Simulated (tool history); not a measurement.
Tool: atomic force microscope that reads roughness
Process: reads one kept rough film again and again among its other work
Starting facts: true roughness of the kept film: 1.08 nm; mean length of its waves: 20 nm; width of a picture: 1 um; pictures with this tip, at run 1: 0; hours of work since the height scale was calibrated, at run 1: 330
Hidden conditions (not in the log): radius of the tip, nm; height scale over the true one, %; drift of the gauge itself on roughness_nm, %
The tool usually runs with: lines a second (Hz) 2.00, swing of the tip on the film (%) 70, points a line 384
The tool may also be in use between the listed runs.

run,hour,lines a second (Hz),swing of the tip on the film (%),points a line,pictures with this tip,hours of work since the height scale was calibrated,roughness of the kept film (nm (root mean square))
1,0.0,2.00,70,384,0,330,0.904
2,26.5,2.00,70,384,23,344,0.877
3,56.4,2.00,70,384,48,361,0.879
4,99.0,2.00,70,384,85,383,0.861
5,127.1,2.00,70,384,109,399,0.857
6,172.4,2.00,70,384,148,423,0.838
7,201.7,2.00,70,384,174,439,0.827
8,226.4,2.00,70,384,195,452,0.814
9,269.4,2.00,70,384,232,475,0.802
10,311.2,2.00,70,384,268,497,0.789
11,335.5,2.00,70,384,289,511,0.786
12,355.2,2.00,70,384,306,521,0.775
13,386.8,2.00,70,321,333,538,0.766
# hour 389.9: new tip fitted
14,431.0,2.00,70,321,36,562,0.889
15,465.4,2.00,70,321,65,580,0.881
16,494.4,2.00,70,321,91,596,0.856
17,524.9,2.00,70,321,117,612,0.844
18,556.8,2.00,70,380,144,629,0.838
19,590.7,2.00,70,674,173,647,0.838
20,631.0,2.00,70,674,208,669,0.828
# hour 635.7: height scale calibrated on a step standard
21,654.7,2.00,70,384,228,10,0.816
22,698.5,2.00,70,384,266,34,0.790
23,723.0,2.00,70,384,287,47,0.782
24,764.3,2.00,60,384,322,69,0.811
# hour 778.2: new tip fitted
# hour 790.7: height scale calibrated on a step standard, once more
25,794.7,2.00,60,384,13,2,0.933
26,814.0,2.00,60,384,30,13,0.938
27,844.8,2.00,60,384,56,29,0.928
28,864.1,2.00,59,384,73,39,0.921
29,896.2,1.00,70,446,101,57,0.911
30,927.9,1.00,70,446,128,74,0.902
31,947.5,1.68,56,446,145,84,0.902
32,976.5,1.68,56,446,170,100,0.891
33,1007.2,1.68,56,446,196,116,0.867
34,1045.2,1.51,69,916,229,137,0.842
35,1083.9,1.51,69,916,262,158,0.829
36,1118.1,3.32,60,384,292,176,0.789
37,1142.6,3.44,90,493,313,189,0.568
# hour 1167.5: new tip fitted
38,1181.2,3.44,56,433,12,210,0.922
39,1227.7,3.44,56,433,52,235,0.906
40,1247.3,1.25,58,433,69,245,0.937
41,1280.2,3.10,65,574,97,263,0.853
42,1311.5,2.00,59,335,124,280,0.885
43,1355.9,1.99,69,444,162,304,0.834

The next listed run, before its measurement:
44,1381.2,1.99,69,444,184,317,?

Run 44 measured roughness of the kept film (nm (root mean square)) 0.828.
Had the tool carried no hidden state, the very same run would have given roughness of the kept film (nm (root mean square)) 0.917.
